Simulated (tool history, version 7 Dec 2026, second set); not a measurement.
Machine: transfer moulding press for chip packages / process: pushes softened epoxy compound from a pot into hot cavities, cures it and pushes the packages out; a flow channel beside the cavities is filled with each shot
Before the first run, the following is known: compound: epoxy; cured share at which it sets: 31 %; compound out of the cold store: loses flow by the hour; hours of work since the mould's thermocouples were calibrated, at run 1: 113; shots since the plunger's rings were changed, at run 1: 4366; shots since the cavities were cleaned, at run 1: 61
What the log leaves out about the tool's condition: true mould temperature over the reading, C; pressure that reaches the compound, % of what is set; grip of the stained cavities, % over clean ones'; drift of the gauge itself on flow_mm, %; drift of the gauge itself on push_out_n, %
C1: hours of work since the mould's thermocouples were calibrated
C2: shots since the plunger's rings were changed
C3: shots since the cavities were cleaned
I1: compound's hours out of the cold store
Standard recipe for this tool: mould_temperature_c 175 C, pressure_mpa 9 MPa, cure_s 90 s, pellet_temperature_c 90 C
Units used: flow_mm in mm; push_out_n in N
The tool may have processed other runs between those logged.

{"run": 1, "hour": 0.0, "mould_temperature_c": 175, "pressure_mpa": 9, "cure_s": 90, "pellet_temperature_c": 90, "C1": 113, "C2": 4366, "C3": 61, "I1": 18.2, "flow_mm": 836, "push_out_n": 368}
{"run": 2, "hour": 32.7, "mould_temperature_c": 175, "pressure_mpa": 9, "cure_s": 90, "pellet_temperature_c": 90, "C1": 135, "C2": 4784, "C3": 479, "I1": 44, "flow_mm": 772, "push_out_n": 479}
{"hour": 64.3, "done": "cavities cleaned with cleaning compound and waxed"}
{"run": 3, "hour": 73.1, "mould_temperature_c": 175, "pressure_mpa": 9, "cure_s": 90, "pellet_temperature_c": 90, "C1": 160, "C2": 5282, "C3": 114, "I1": 9.8, "flow_mm": 840, "push_out_n": 390}
{"hour": 100.6, "done": "plunger's sealing rings changed"}
{"run": 4, "hour": 108.7, "mould_temperature_c": 175, "pressure_mpa": 9, "cure_s": 90, "pellet_temperature_c": 90, "C1": 182, "C2": 103, "C3": 536, "I1": 30.9, "flow_mm": 862, "push_out_n": 501}
{"hour": 136.9, "done": "cavities cleaned with cleaning compound and waxed"}
{"run": 5, "hour": 145.2, "mould_temperature_c": 175, "pressure_mpa": 9, "cure_s": 75, "pellet_temperature_c": 90, "C1": 205, "C2": 551, "C3": 106, "I1": 37.3, "flow_mm": 841, "push_out_n": 458}
{"run": 6, "hour": 180.1, "mould_temperature_c": 175, "pressure_mpa": 9, "cure_s": 75, "pellet_temperature_c": 90, "C1": 228, "C2": 997, "C3": 552, "I1": 28.1, "flow_mm": 858, "push_out_n": 607}
{"hour": 207.2, "done": "cavities cleaned with cleaning compound and waxed"}
{"run": 7, "hour": 211.5, "mould_temperature_c": 175, "pressure_mpa": 7.43, "cure_s": 99, "pellet_temperature_c": 90, "C1": 247, "C2": 1380, "C3": 56, "I1": 33.6, "flow_mm": 764, "push_out_n": 342}
{"run": 8, "hour": 245.9, "mould_temperature_c": 178, "pressure_mpa": 8.8, "cure_s": 90, "pellet_temperature_c": 90, "C1": 270, "C2": 1819, "C3": 495, "I1": 32.9, "flow_mm": 814, "push_out_n": 435}
{"hour": 277.1, "done": "cavities cleaned with cleaning compound and waxed"}
{"run": 9, "hour": 283.8, "mould_temperature_c": 171, "pressure_mpa": 9.19, "cure_s": 90, "pellet_temperature_c": 90, "C1": 294, "C2": 2284, "C3": 86, "I1": 8, "flow_mm": 913, "push_out_n": 442}
{"run": 10, "hour": 302.1, "mould_temperature_c": 171, "pressure_mpa": 9.19, "cure_s": 90, "pellet_temperature_c": 90, "C1": 306, "C2": 2518, "C3": 320, "I1": 16.2, "flow_mm": 899, "push_out_n": 533}
{"run": 11, "hour": 331.4, "mould_temperature_c": 171, "pressure_mpa": 9.19, "cure_s": 90, "pellet_temperature_c": 90, "C1": 325, "C2": 2893, "C3": 695, "I1": 32.2, "flow_mm": 847, "push_out_n": 591}

Branching from run 11: 4 alternative next runs. What would each branch give?
{"hour": 347.5, "done": "cavities cleaned with cleaning compound and waxed"}
{"run": "A", "hour": 366.5, "mould_temperature_c": 171, "pressure_mpa": 9, "cure_s": 72, "pellet_temperature_c": 90, "C1": 347, "C2": 3322, "C3": 243, "I1": 44.3, "flow_mm": "?", "push_out_n": "?"}
{"hour": 347.5, "done": "cavities cleaned with cleaning compound and waxed"}
{"run": "B", "hour": 366.5, "mould_temperature_c": 175, "pressure_mpa": 9.09, "cure_s": 98, "pellet_temperature_c": 90, "C1": 347, "C2": 3322, "C3": 243, "I1": 18.1, "flow_mm": "?", "push_out_n": "?"}
{"hour": 347.5, "done": "cavities cleaned with cleaning compound and waxed"}
{"run": "C", "hour": 366.5, "mould_temperature_c": 175, "pressure_mpa": 7.66, "cure_s": 103, "pellet_temperature_c": 84, "C1": 347, "C2": 3322, "C3": 243, "I1": 42.3, "flow_mm": "?", "push_out_n": "?"}
{"hour": 347.5, "done": "cavities cleaned with cleaning compound and waxed"}
{"run": "D", "hour": 366.5, "mould_temperature_c": 169, "pressure_mpa": 8.98, "cure_s": 100, "pellet_temperature_c": 90, "C1": 347, "C2": 3322, "C3": 243, "I1": 30.3, "flow_mm": "?", "push_out_n": "?"}

run=A flow_mm=803 push_out_n=711
run=B flow_mm=863 push_out_n=416
run=C flow_mm=733 push_out_n=399
run=D flow_mm=847 push_out_n=470
Take away the tool's hidden state, keep each run's random variation, and the runs would have read:
run=A flow_mm=840 push_out_n=539
run=B flow_mm=903 push_out_n=332
run=C flow_mm=767 push_out_n=319
run=D flow_mm=886 push_out_n=366

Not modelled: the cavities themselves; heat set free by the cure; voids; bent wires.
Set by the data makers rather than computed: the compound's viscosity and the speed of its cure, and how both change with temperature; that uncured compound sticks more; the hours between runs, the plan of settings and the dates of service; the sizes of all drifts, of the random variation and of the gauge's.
